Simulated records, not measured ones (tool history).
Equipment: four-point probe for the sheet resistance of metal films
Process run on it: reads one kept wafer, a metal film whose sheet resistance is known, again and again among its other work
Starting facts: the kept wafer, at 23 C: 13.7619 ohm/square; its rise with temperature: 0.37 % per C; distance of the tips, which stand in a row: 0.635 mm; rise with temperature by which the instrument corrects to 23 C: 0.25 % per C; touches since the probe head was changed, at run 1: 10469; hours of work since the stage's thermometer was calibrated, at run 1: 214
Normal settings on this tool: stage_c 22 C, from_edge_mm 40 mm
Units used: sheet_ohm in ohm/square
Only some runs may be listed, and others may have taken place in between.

run    hour  stage_c  from_edge_mm  touches since the probe head was changed  hours of work since the stage's thermometer was calibrated  sheet_ohm
  1       0       22            40                                     10469                                                         214   13.75065
  2      26       22            40                                     10773                                                         227  13.746216
  3    76.2       19            40                                     11360                                                         253   13.69218
  4   114.4       33            40                                     11806                                                         273  13.929203
  5   146.6       33            25                                     12183                                                         290  13.930282
  6   204.3       33            25                                     12857                                                         321  13.933231
  7   239.8       33            40                                     13271                                                         339  13.922674
  8   277.8       33            40                                     13715                                                         359  13.925616
  9   325.8       33            40                                     14276                                                         384  13.929018
 10   385.3       22            40                                     14972                                                         415  13.742722
 11   414.7       22            40                                     15316                                                         431  13.745051
 12     462       22            40                                     15868                                                         455   13.74406
 13   487.1       22            40                                     16161                                                         469  13.749792
 14   546.8       22            40                                     16859                                                         500  13.751457
 15   591.9       22            40                                     17386                                                         523  13.747987
 16   635.7       22            40                                     17898                                                         546   13.74344
 17   661.5       22            40                                     18199                                                         560  13.747511
 18   714.1       22             5                                     18815                                                         587   13.86178
 19   741.9       22             5                                     19139                                                         602  13.861052
 20   769.8       22            40                                     19466                                                         617  13.746645
 21     825       22            40                                     20111                                                         646  13.748174
 22   874.9       18            65                                     20694                                                         672  13.676891
 23   912.5       22            10                                     21133                                                         691  13.776987
 24   959.6       19             5                                     21683                                                         716  13.810208
 25    1018       31             3                                     22366                                                         747  14.222558
 26  1069.6       22             3                                     22969                                                         774  14.068587
 27    1129       29             5                                     23663                                                         805   13.97902
 28  1179.7       29            37                                     24256                                                         831   13.86305
 29  1233.6       29            71                                     24885                                                         859  13.863978
 30  1294.9       29            71                                     25603                                                         892  13.865595
 31  1331.1       23            26                                     26026                                                         911  13.764561
 32  1372.3       28             5                                     26507                                                         932  13.963606
 33  1408.5       28             5                                     26930                                                         951  13.970593
 34  1435.7       25            58                                     27248                                                         965  13.790082
 35  1466.2       22            23                                     27604                                                         981  13.751885
 36  1525.1       28            22                                     28293                                                        1012  13.852904
 37  1585.2       28            22                                     28995                                                        1044  13.854267
 38  1627.5       22            72                                     29490                                                        1066  13.746654
 39  1672.4       30             5                                     30014                                                        1089  13.997593
 40  1706.2       30             5                                     30409                                                        1107  13.995695

Consider 4 possible next runs. They are alternatives, not a sequence: every one starts from the tool as it was left by run 40. What does each give?
  A  1757.9       29            51                                     31013                                                        1134          ?
  B  1757.9       26             7                                     31013                                                        1134          ?
  C  1757.9       20            11                                     31013                                                        1134          ?
  D  1757.9       19             3                                     31013                                                        1134          ?

run  sheet_ohm
  A  13.860928
  B  13.876404
  C  13.733393
  D  14.019144
With the hidden condition removed and each run's random variation left untouched, the same runs would have given:
run  sheet_ohm
  A  13.861032
  B  13.876507
  C  13.733493
  D  14.019246
